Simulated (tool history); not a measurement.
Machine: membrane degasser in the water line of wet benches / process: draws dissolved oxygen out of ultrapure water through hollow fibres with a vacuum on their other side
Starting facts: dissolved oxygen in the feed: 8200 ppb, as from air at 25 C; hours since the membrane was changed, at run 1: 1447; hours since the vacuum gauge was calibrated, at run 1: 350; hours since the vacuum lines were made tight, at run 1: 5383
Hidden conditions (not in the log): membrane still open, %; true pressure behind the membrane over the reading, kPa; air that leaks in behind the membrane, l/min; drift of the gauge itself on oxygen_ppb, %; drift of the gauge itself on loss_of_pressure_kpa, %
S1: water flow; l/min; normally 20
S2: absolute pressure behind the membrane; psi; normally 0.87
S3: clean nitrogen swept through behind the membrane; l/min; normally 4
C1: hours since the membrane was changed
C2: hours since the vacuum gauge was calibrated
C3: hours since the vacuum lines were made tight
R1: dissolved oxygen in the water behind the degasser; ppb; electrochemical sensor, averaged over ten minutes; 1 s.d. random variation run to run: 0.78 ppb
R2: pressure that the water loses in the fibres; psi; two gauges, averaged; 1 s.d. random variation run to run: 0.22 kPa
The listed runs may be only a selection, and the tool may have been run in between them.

run    hour  S1     S2     S3    C1    C2    C3     R1     R2
  1       0  20   0.87      4  1447   350  5383   74.5  7.849
  2   215.1  20   0.87      4  1662   565  5598   75.5  7.832
  3   431.5  20   0.87   7.15  1879   782  5814   61.4  7.844
      543.2  -- seals of the vacuum lines changed
  4   646.7  20   0.87   7.15  2092   995   103   60.3  7.921
  5   879.3  20  1.413      4  2324  1228   336  119.7  7.867
  6  1077.6  20  1.413      4  2523  1426   534  121.4  7.912
  7  1264.9  20  1.413      4  2710  1613   722  121.2  7.886
  8  1535.6  20  1.413      4  2981  1884   992  122.4  7.954
  9  1729.4  20  1.413      4  3174  2078  1186  123.2  7.925
 10  1994.9  20  1.413      4  3440  2343  1452  123.2  7.906
 11  2263.5  20  1.413      4  3708  2612  1720  123.6  7.932
 12  2586.6  20   0.87   3.08  4032  2935  2043   89.3  8.019
     2606.4  -- vacuum gauge calibrated
 13    2825  20   0.87   3.08  4270   219  2281   90.3  8.052
 14  3115.2  20   0.87   3.08  4560   509  2572   92.9  8.058
 15  3317.8  20   0.87   3.08  4762   711  2774   92.3  8.061
 16  3599.7  20   0.87   3.08  5044   993  3056   91.9   8.05
 17  3865.4  20   0.87   3.08  5310  1259  3322   92.3  8.076
 18    4026  24  1.717   1.75  5470  1420  3482  361.7  9.638
 19  4264.6  18   0.87   1.79  5709  1658  3721  103.1  7.294
 20  4581.4  18   0.87   1.79  6026  1975  4038  102.3  7.277
     4631.2  -- vacuum gauge calibrated, once more
 21  4835.1  12  1.807   5.35  6279   204  4291   57.5  4.853
 22  5175.6  17  1.082   5.35  6620   544  4631   60.7  6.905
 23  5446.5  19  1.075  10.31  6891   815  4902   60.5  7.758
 24  5681.5  27  2.132   1.86  7126  1050  5137  494.7  11.02
 25  5990.1  22  1.838      4  7434  1359  5446  196.7   9.02
 26  6255.3  17   0.87   5.64  7699  1624  5711   49.7  6.969
       6468  -- seals of the vacuum lines changed
 27  6489.9  14  1.768   3.78  7932  1857    22     95  5.749
 28  6699.1  20  0.695      4  8141  2066   231   73.1  8.269
 29  6865.6  12  0.695   7.46  8308  2232   398   12.5  4.959
 30  7061.3  12   0.74   7.46  8503  2428   593   13.7  4.966
 31    7413  19  0.931   7.84  8855  2780   945   64.4  7.828
 32  7653.5  23  0.843   5.86  9095  3020  1185  114.1  9.541

Below, some changes in R1 between adjacent runs. For each, the amount present without the hidden state too (settings, incoming material, random variation) and the amount remaining for the hidden state with gauge scatter not shared by both compared results:
Run 17 -> 18: S1 20 -> 24, S2 0.87 -> 1.717, S3 3.08 -> 1.75. R1 +269.4 ppb: hidden state +9.5, all else +259.9.
Run 23 -> 24: S1 19 -> 27, S2 1.075 -> 2.132, S3 10.31 -> 1.86. R1 +434.2 ppb: hidden state +18.7, all else +415.5.
Run 24 -> 25: S1 27 -> 22, S2 2.132 -> 1.838, S3 1.86 -> 4. R1 -298 ppb: hidden state -10.1, all else -287.9.
Run 28 -> 29: S1 20 -> 12, S3 4 -> 7.46. R1 -60.6 ppb: hidden state -12.6, all else -48.
Run 30 -> 31: S1 12 -> 19, S2 0.74 -> 0.931, S3 7.46 -> 7.84. R1 +50.7 ppb: hidden state +11.4, all else +39.3.

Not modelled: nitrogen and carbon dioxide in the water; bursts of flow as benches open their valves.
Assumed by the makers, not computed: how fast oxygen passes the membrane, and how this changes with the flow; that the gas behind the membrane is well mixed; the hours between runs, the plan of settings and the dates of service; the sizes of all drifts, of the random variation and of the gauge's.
